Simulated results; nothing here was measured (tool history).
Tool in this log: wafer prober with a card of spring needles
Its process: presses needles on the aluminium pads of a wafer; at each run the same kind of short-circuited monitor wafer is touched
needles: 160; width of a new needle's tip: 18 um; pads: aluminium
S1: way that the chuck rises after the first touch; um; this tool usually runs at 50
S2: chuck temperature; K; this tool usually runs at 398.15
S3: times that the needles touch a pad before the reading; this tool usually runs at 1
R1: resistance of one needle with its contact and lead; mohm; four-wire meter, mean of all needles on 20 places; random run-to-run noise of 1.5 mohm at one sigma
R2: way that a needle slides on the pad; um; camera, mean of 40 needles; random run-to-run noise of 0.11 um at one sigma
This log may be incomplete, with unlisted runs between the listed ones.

run,hour,S1,S2,S3,R1,R2
1,0,50,398.15,1,158,11.38
# hour 17.3: tips cleaned on abrasive film
# hour 31.1: tips cleaned on abrasive film
# hour 44.9: tips cleaned on abrasive film
2,57.8,50,398.15,1,310,11.49
# hour 61.4: tips cleaned on abrasive film
# hour 75.2: tips cleaned on abrasive film
# hour 89.1: tips cleaned on abrasive film
# hour 102.9: tips cleaned on abrasive film
# hour 116.7: tips cleaned on abrasive film
# hour 132.8: tips cleaned on abrasive film
3,132.8,50,398.15,1,165,11.17
# hour 150: tips cleaned on abrasive film
# hour 163.9: tips cleaned on abrasive film
# hour 177.7: tips cleaned on abrasive film
# hour 191.5: tips cleaned on abrasive film
4,199.7,50,398.15,1,288,11.09
# hour 206.7: tips cleaned on abrasive film
# hour 223.9: tips cleaned on abrasive film
# hour 241.2: tips cleaned on abrasive film
# hour 258.5: tips cleaned on abrasive film
# hour 275.7: tips cleaned on abrasive film
5,276.8,50,398.15,1,177,11.09
# hour 290.6: tips cleaned on abrasive film
# hour 304.4: tips cleaned on abrasive film
# hour 318.3: tips cleaned on abrasive film
# hour 332.1: tips cleaned on abrasive film
# hour 346: tips cleaned on abrasive film
6,350.5,50,398.15,1,238,10.95
# hour 360.9: tips cleaned on abrasive film
# hour 374.7: tips cleaned on abrasive film
# hour 378.5: height of the first contact set anew
# hour 388.9: tips cleaned on abrasive film
# hour 406.1: tips cleaned on abrasive film
# hour 420: tips cleaned on abrasive film
# hour 433.8: tips cleaned on abrasive film
7,437,50,398.15,1,229,10.35
# hour 450.8: tips cleaned on abrasive film
# hour 468.1: tips cleaned on abrasive film
# hour 481.9: tips cleaned on abrasive film
# hour 495.8: tips cleaned on abrasive film
# hour 509.6: tips cleaned on abrasive film
8,517.8,54,398.15,1,289,11.13
# hour 524.7: tips cleaned on abrasive film
# hour 538.6: tips cleaned on abrasive film
# hour 552.4: tips cleaned on abrasive film
# hour 566.3: tips cleaned on abrasive film
9,578.7,54,398.15,1,321,11.13
# hour 582.2: tips cleaned on abrasive film
# hour 596.1: tips cleaned on abrasive film
# hour 609.9: tips cleaned on abrasive film
# hour 627.2: tips cleaned on abrasive film
10,636.1,50,398.15,1,354,9.9
# hour 643.1: tips cleaned on abrasive film
# hour 656.9: tips cleaned on abrasive film
# hour 674.2: tips cleaned on abrasive film
# hour 691.5: tips cleaned on abrasive film
# hour 705.3: tips cleaned on abrasive film
# hour 719.1: tips cleaned on abrasive film
11,722.1,50,398.15,1,266,9.82
# hour 735.9: tips cleaned on abrasive film
# hour 753.2: tips cleaned on abrasive film
# hour 756.9: height of the first contact set anew, once more
# hour 770.8: tips cleaned on abrasive film
# hour 788: tips cleaned on abrasive film
12,788.4,52,398.15,1,169,12.1
# hour 802.2: tips cleaned on abrasive film
# hour 816.1: tips cleaned on abrasive film
# hour 829.9: tips cleaned on abrasive film
# hour 847.2: tips cleaned on abrasive film
# hour 861: tips cleaned on abrasive film
13,863.8,50,398.15,1,229,11.57
# hour 877.6: tips cleaned on abrasive film
# hour 891.4: tips cleaned on abrasive film
# hour 905.3: tips cleaned on abrasive film
14,911.5,50,398.15,1,289,11.48
# hour 921.9: tips cleaned on abrasive film
# hour 935.8: tips cleaned on abrasive film
# hour 949.6: tips cleaned on abrasive film
# hour 966.9: tips cleaned on abrasive film
# hour 984.1: tips cleaned on abrasive film
15,996.3,36,301.15,2,394,7.97
# hour 999.8: tips cleaned on abrasive film
# hour 1013.6: tips cleaned on abrasive film
# hour 1027.5: tips cleaned on abrasive film
# hour 1041.3: tips cleaned on abrasive film
# hour 1055.1: tips cleaned on abrasive film
16,1059.2,36,301.15,2,293,7.73
# hour 1069.6: tips cleaned on abrasive film
# hour 1086.8: tips cleaned on abrasive film
# hour 1100.7: tips cleaned on abrasive film
# hour 1114.5: tips cleaned on abrasive film
17,1118.2,36,315.15,2,307,7.94
# hour 1128.6: tips cleaned on abrasive film
# hour 1142.4: tips cleaned on abrasive film
# hour 1153: height of the first contact set anew
# hour 1160: tips cleaned on abrasive film
# hour 1173.8: tips cleaned on abrasive film
# hour 1191.1: tips cleaned on abrasive film
18,1202.4,36,315.15,2,386,8.41
# hour 1205.9: tips cleaned on abrasive film
# hour 1219.7: tips cleaned on abrasive film
# hour 1233.6: tips cleaned on abrasive film
# hour 1250.8: tips cleaned on abrasive film
# hour 1264.7: tips cleaned on abrasive film
# hour 1276.7: card fitted with new needles
19,1286.5,36,315.15,2,232,8.22
# hour 1293.5: tips cleaned on abrasive film
# hour 1307.3: tips cleaned on abrasive film
# hour 1321.1: tips cleaned on abrasive film
20,1332.7,32,308.15,3,223,7.28
# hour 1336.2: tips cleaned on abrasive film
# hour 1353.5: tips cleaned on abrasive film
# hour 1367.3: tips cleaned on abrasive film
# hour 1381.1: tips cleaned on abrasive film
21,1393.9,32,308.15,3,224,7.15
# hour 1397.4: tips cleaned on abrasive film
# hour 1411.2: tips cleaned on abrasive film
# hour 1428.5: tips cleaned on abrasive film
# hour 1442.3: tips cleaned on abrasive film
22,1444.4,32,308.15,3,176,7.17
# hour 1458.2: tips cleaned on abrasive film
# hour 1472.1: tips cleaned on abrasive film
# hour 1489.3: tips cleaned on abrasive film
# hour 1503.2: tips cleaned on abrasive film
23,1506,59,367.15,3,139,13.37
# hour 1519.8: tips cleaned on abrasive film
# hour 1533.6: tips cleaned on abrasive film
24,1542.7,59,367.15,3,150,13.38
# hour 1549.6: tips cleaned on abrasive film
# hour 1563.5: tips cleaned on abrasive film
# hour 1580.7: tips cleaned on abrasive film
25,1585.4,40,305.15,1,239,9.03

Forecast each of these 3 alternatives for the next run:
# hour 1595.8: tips cleaned on abrasive film
# hour 1613: tips cleaned on abrasive film
# hour 1630.3: tips cleaned on abrasive film
# hour 1644.1: tips cleaned on abrasive film
A,1655.3,40,314.15,1,?,?
# hour 1595.8: tips cleaned on abrasive film
# hour 1613: tips cleaned on abrasive film
# hour 1630.3: tips cleaned on abrasive film
# hour 1644.1: tips cleaned on abrasive film
B,1655.3,44,301.15,1,?,?
# hour 1595.8: tips cleaned on abrasive film
# hour 1613: tips cleaned on abrasive film
# hour 1630.3: tips cleaned on abrasive film
# hour 1644.1: tips cleaned on abrasive film
C,1655.3,40,305.15,2,?,?

run,R1,R2
A,317,8.82
B,281,9.63
C,237,8.79
Had the tool no hidden state, the same runs would have come out as:
run,R1,R2
A,129,9.38
B,122,10.18
C,123,9.34

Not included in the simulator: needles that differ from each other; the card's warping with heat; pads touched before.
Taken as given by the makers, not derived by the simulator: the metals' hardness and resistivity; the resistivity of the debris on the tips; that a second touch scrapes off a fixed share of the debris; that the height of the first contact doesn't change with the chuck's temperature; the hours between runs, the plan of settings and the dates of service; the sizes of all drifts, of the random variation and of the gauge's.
